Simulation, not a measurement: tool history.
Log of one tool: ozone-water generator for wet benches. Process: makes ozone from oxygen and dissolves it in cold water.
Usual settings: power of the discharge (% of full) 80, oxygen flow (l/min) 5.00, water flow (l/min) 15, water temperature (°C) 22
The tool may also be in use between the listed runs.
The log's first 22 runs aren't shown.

run,day,power of the discharge (% of full),oxygen flow (l/min),water flow (l/min),water temperature (°C),hours of work since the electrodes were changed,hours of work since the contactor was cleaned,hours of work since the thermometer was calibrated,dissolved ozone (ppm),ozone in the gas ahead of the water (g/m3)
23,42.304,70,6.43,18,22,1483,1078,113,15.7,120.7
24,44.346,55,6.75,12,23,1532,1127,162,15.4,97.8
25,45.908,55,2.80,12,15,1569,1164,199,21.2,175.1
26,48.179,66,5.48,15,23,1623,1218,253,17.2,127.4
27,50.767,66,5.48,15,23,1684,1279,314,16.8,128.2
28,52.888,80,3.22,22,25,1734,1329,364,15.9,212.7
29,54.204,42,3.22,22,28,1765,1361,396,9.4,129.3
30,56.496,42,3.22,22,28,1820,1415,450,9.4,129.1
31,59.225,78,5.00,15,21,1884,1480,515,20.2,152.9
32,61.058,72,5.00,22,22,1928,1523,558,14.8,144.0

4 ways to go on from here, each from the tool as it stands after run 32. What would each give?
A,63.721,52,5.00,12,18,1991,1586,621,?,?
B,63.721,78,4.85,22,22,1991,1586,621,?,?
C,63.721,59,5.66,9,22,1991,1586,621,?,?
D,63.721,93,5.00,15,22,1991,1586,621,?,?

run,dissolved ozone (ppm),ozone in the gas ahead of the water (g/m3)
A,17.7,113.0
B,15.8,157.3
C,19.9,114.7
D,22.6,177.7
Without the tool's hidden state the same runs would have given:
run,dissolved ozone (ppm),ozone in the gas ahead of the water (g/m3)
A,18.4,116.4
B,16.7,163.8
C,20.8,118.5
D,24.0,186.1
